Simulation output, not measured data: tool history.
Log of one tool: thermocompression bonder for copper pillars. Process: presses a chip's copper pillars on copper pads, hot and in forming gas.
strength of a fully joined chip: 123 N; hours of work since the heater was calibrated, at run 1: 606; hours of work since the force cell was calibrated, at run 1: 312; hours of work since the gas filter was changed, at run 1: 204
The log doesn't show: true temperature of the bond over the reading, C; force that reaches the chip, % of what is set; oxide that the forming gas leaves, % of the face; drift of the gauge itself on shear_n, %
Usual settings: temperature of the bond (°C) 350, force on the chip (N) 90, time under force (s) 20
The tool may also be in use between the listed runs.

| run | hour | temperature of the bond (°C) | force on the chip (N) | time under force (s) | hours of work since the heater was calibrated | hours of work since the force cell was calibrated | hours of work since the gas filter was changed | force that shears a chip off (N) |
|---|---|---|---|---|---|---|---|---|
| 1 | 0.0 | 350 | 90 | 20 | 606 | 312 | 204 | 76.1 |
| 2 | 11.8 | 333 | 90 | 20 | 614 | 321 | 213 | 68.8 |
| 3 | 20.3 | 350 | 90 | 15 | 621 | 327 | 219 | 68.7 |
| 4 | 37.9 | 350 | 90 | 20 | 634 | 340 | 232 | 76.0 |
| 5 | 55.7 | 350 | 90 | 20 | 647 | 353 | 245 | 75.1 |
| 6 | 67.1 | 348 | 90 | 20 | 655 | 362 | 253 | 74.8 |
| 7 | 78.2 | 350 | 90 | 20 | 663 | 370 | 262 | 75.7 |
| 8 | 87.7 | 350 | 90 | 16 | 670 | 377 | 269 | 70.4 |
| 9 | 100.1 | 350 | 90 | 16 | 679 | 386 | 278 | 70.9 |
| 10 | 110.7 | 350 | 79 | 20 | 687 | 394 | 285 | 67.2 |
| 11 | 129.4 | 350 | 106 | 20 | 701 | 407 | 299 | 85.6 |
| 12 | 140.9 | 350 | 106 | 20 | 709 | 416 | 308 | 85.7 |
| 13 | 159.8 | 342 | 90 | 20 | 723 | 430 | 322 | 72.3 |
| 14 | 173.4 | 350 | 90 | 20 | 733 | 440 | 332 | 75.7 |
| 15 | 190.3 | 350 | 90 | 20 | 746 | 452 | 344 | 75.0 |
| 16 | 209.3 | 350 | 90 | 20 | 760 | 466 | 358 | 75.3 |
| 17 | 219.0 | 350 | 90 | 20 | 767 | 473 | 365 | 75.9 |
| 18 | 233.1 | 350 | 90 | 20 | 777 | 484 | 375 | 76.0 |
| 19 | 242.9 | 350 | 90 | 20 | 784 | 491 | 383 | 76.3 |
| 20 | 261.6 | 350 | 90 | 20 | 798 | 505 | 396 | 75.0 |
| 21 | 280.0 | 350 | 90 | 20 | 812 | 518 | 410 | 75.8 |
| 22 | 299.8 | 350 | 90 | 20 | 826 | 533 | 425 | 75.2 |
| 23 | 310.3 | 350 | 56 | 20 | 834 | 540 | 432 | 50.3 |
|  | 321.1 | forming gas filter changed |
| 24 | 323.8 | 345 | 90 | 17 | 844 | 550 | 2 | 70.1 |
| 25 | 343.2 | 334 | 73 | 17 | 858 | 564 | 16 | 54.0 |
| 26 | 361.0 | 334 | 73 | 17 | 871 | 577 | 29 | 53.8 |
| 27 | 375.1 | 380 | 93 | 18 | 881 | 588 | 40 | 86.2 |
| 28 | 384.0 | 324 | 57 | 19 | 888 | 594 | 46 | 41.4 |
| 29 | 399.7 | 342 | 57 | 19 | 899 | 606 | 58 | 46.6 |
| 30 | 413.5 | 342 | 57 | 19 | 909 | 616 | 68 | 47.0 |
| 31 | 431.6 | 342 | 57 | 19 | 923 | 629 | 81 | 46.7 |
| 32 | 441.6 | 366 | 56 | 11 | 930 | 637 | 89 | 43.9 |
| 33 | 455.7 | 366 | 56 | 11 | 941 | 647 | 99 | 44.1 |
| 34 | 468.1 | 344 | 59 | 20 | 950 | 656 | 108 | 49.8 |
|  | 472.9 | heater calibrated with a thermocouple chip |
| 35 | 484.7 | 344 | 59 | 20 | 9 | 667 | 119 | 50.4 |
| 36 | 494.3 | 323 | 93 | 20 | 16 | 674 | 126 | 65.8 |
| 37 | 514.2 | 323 | 55 | 39 | 30 | 689 | 141 | 51.7 |
| 38 | 528.7 | 350 | 86 | 21 | 41 | 699 | 151 | 74.3 |
| 39 | 544.7 | 371 | 120 | 41 | 53 | 711 | 163 | 111.3 |

4 ways to go on from here, each from the tool as it stands after run 39. What would each give?
| A | 556.2 | 366 | 120 | 41 | 61 | 720 | 172 | ? |
| B | 556.2 | 371 | 92 | 41 | 61 | 720 | 172 | ? |
| C | 556.2 | 366 | 120 | 41 | 61 | 720 | 172 | ? |
| D | 556.2 | 371 | 56 | 15 | 61 | 720 | 172 | ? |

| run | force that shears a chip off (N) |
|---|---|
| A | 109.0 |
| B | 99.5 |
| C | 109.6 |
| D | 51.5 |
Without the tool's hidden state the same runs would have given:
| run | force that shears a chip off (N) |
|---|---|
| A | 109.0 |
| B | 99.5 |
| C | 109.7 |
| D | 51.4 |

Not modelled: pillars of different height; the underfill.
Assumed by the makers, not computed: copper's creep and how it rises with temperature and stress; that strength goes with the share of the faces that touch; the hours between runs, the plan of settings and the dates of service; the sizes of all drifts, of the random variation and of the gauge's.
